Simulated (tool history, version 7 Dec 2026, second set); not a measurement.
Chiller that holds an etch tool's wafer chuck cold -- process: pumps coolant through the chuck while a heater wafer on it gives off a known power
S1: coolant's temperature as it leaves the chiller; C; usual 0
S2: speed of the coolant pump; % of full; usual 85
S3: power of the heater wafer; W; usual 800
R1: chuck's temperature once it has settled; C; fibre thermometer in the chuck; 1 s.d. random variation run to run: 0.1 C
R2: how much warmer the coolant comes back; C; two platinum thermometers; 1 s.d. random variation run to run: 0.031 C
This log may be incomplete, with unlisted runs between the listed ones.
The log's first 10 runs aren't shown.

run,hour,S1,S2,S3,R1,R2
11,1009.3,0,85,776,7.4,3.01
12,1068.8,0,85,776,7.2,2.99
13,1164.8,0,71,800,8.3,3.7
14,1298.9,0,85,800,7.7,3.02
15,1378.1,0,85,800,7.9,3.16
16,1509.1,0,85,800,7.9,3.15
17,1646.7,0,62,445,5.5,2.43
18,1734.4,0,79,998,10.3,4.25
19,1822.4,0,79,998,10.5,4.22
20,1920.9,5,87,998,14.6,3.89
21,2011,5,87,998,14.8,3.82
# hour 2020.7: chiller's thermometer calibrated
22,2082,8,77,598,15,2.65
23,2200.9,-1,81,1128,11,4.71
24,2319.4,-1,81,1128,11,4.76
# hour 2329.5: chiller's thermometer calibrated, once more
25,2394.1,-1,81,1128,9.7,4.75
26,2454.8,-1,77,800,6.8,3.54
27,2529.9,6,77,800,14,3.55
28,2657.3,8,65,648,15.4,3.52
29,2727,-5,65,653,2.3,3.54
30,2810.7,-5,65,653,2.3,3.49
31,2922,-5,65,653,2.5,3.53

4 options for the next run, each taken on its own from the tool as it stands now. Forecast them:
A,2995,8,85,800,?,?
B,2995,-9,95,671,?,?
C,2995,2,93,972,?,?
D,2995,0,65,879,?,?

run,R1,R2
A,16,3.31
B,-2.8,2.48
C,11.1,3.66
D,10.2,4.76
Had the tool no hidden state, the same runs would have come out as:
run,R1,R2
A,14.2,2.69
B,-4.2,2.01
C,9.1,2.97
D,8,3.86
